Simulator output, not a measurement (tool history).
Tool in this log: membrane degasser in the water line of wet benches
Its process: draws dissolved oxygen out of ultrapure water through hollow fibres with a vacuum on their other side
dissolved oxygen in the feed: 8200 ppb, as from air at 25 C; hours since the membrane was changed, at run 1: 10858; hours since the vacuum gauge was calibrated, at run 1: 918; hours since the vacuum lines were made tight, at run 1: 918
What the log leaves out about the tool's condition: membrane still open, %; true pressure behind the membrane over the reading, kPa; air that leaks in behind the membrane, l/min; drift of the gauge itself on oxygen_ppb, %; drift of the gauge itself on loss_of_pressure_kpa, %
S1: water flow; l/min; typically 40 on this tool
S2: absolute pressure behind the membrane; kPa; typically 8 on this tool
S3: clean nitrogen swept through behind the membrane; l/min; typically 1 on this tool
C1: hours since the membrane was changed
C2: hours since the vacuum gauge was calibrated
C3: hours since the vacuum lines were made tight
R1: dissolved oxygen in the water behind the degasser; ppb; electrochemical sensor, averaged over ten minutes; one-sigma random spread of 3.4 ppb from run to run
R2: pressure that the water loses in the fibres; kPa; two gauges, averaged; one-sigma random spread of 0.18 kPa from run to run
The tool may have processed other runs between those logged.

run 1 hour=0 | S1=40 S2=8 S3=1 | C1=10858 C2=918 C3=918 | R1=456.5 R2=31.65
run 2 hour=245.9 | S1=40 S2=8 S3=1 | C1=11104 C2=1164 C3=1164 | R1=448.9 R2=31.69
run 3 hour=584.6 | S1=40 S2=8 S3=1 | C1=11443 C2=1503 C3=1503 | R1=457.5 R2=31.87
run 4 hour=901.9 | S1=40 S2=8 S3=1 | C1=11760 C2=1820 C3=1820 | R1=453.2 R2=32.03
run 5 hour=1207.4 | S1=40 S2=8 S3=1 | C1=12066 C2=2126 C3=2126 | R1=458.3 R2=32.15
run 6 hour=1426.2 | S1=40 S2=8 S3=1 | C1=12285 C2=2344 C3=2344 | R1=451.9 R2=32.02
run 7 hour=1605.7 | S1=40 S2=8 S3=1 | C1=12464 C2=2524 C3=2524 | R1=454.8 R2=32.36
run 8 hour=1829 | S1=40 S2=8 S3=1 | C1=12687 C2=2747 C3=2747 | R1=452.1 R2=32.09
run 9 hour=2146.9 | S1=40 S2=8 S3=0.66 | C1=13005 C2=3065 C3=3065 | R1=587.8 R2=32.35
run 10 hour=2319.7 | S1=40 S2=8 S3=0.66 | C1=13178 C2=3238 C3=3238 | R1=580.4 R2=32.14
run 11 hour=2624.9 | S1=40 S2=8 S3=0.66 | C1=13483 C2=3543 C3=3543 | R1=584.6 R2=32.09
run 12 hour=2962.9 | S1=40 S2=8 S3=1 | C1=13821 C2=3881 C3=3881 | R1=451.4 R2=32.33
run 13 hour=3245.5 | S1=40 S2=8 S3=1 | C1=14104 C2=4164 C3=4164 | R1=451.5 R2=32.06
run 14 hour=3398.2 | S1=40 S2=8 S3=1 | C1=14257 C2=4316 C3=4316 | R1=458.6 R2=32.4
run 15 hour=3612.6 | S1=40 S2=14.95 S3=1 | C1=14471 C2=4531 C3=4531 | R1=943.7 R2=32.06
run 16 hour=3811.1 | S1=40 S2=14.95 S3=1 | C1=14669 C2=4729 C3=4729 | R1=922.3 R2=32.68
run 17 hour=4077.9 | S1=40 S2=9.42 S3=1 | C1=14936 C2=4996 C3=4996 | R1=553.9 R2=32.37
run 18 hour=4364.2 | S1=36 S2=8 S3=1 | C1=15223 C2=5283 C3=5283 | R1=415.6 R2=29.34
run 19 hour=4698.1 | S1=24 S2=11.22 S3=0.59 | C1=15556 C2=5616 C3=5616 | R1=642.7 R2=19.37
run 20 hour=4854.3 | S1=24 S2=11.22 S3=0.59 | C1=15713 C2=5773 C3=5773 | R1=649.6 R2=19.35
run 21 hour=5198.1 | S1=24 S2=11.22 S3=0.59 | C1=16056 C2=6116 C3=6116 | R1=649 R2=19.41
run 22 hour=5449.1 | S1=24 S2=11.22 S3=0.59 | C1=16308 C2=6367 C3=6367 | R1=648.9 R2=19.7
-- hour=5686.2 seals of the vacuum lines changed
-- hour=5711.8 vacuum gauge calibrated
run 23 hour=5797.7 | S1=24 S2=11.22 S3=0.59 | C1=16654 C2=86 C3=111 | R1=637.6 R2=19.78
-- hour=5882.5 gauge calibrated
run 24 hour=6006.4 | S1=24 S2=10.07 S3=0.59 | C1=16862 C2=295 C3=320 | R1=558.6 R2=18.79
run 25 hour=6287.7 | S1=31 S2=12.66 S3=1 | C1=17144 C2=576 C3=601 | R1=634.3 R2=24.84
run 26 hour=6468 | S1=31 S2=12.66 S3=1 | C1=17324 C2=756 C3=781 | R1=638.6 R2=24.78

What does the tool deliver on the next run?
-- hour=6583.5 membrane cartridge changed
run 27 hour=6756.9 | S1=54 S2=19.16 S3=1.68 | C1=173 C2=1041 C3=1066 | R1=? R2=?

{"run 27": {"R1": 1062, "R2": 42.76}}
Without the tool's hidden state the same run would have given R1 1061.9 ppb, R2 42.58 kPa.

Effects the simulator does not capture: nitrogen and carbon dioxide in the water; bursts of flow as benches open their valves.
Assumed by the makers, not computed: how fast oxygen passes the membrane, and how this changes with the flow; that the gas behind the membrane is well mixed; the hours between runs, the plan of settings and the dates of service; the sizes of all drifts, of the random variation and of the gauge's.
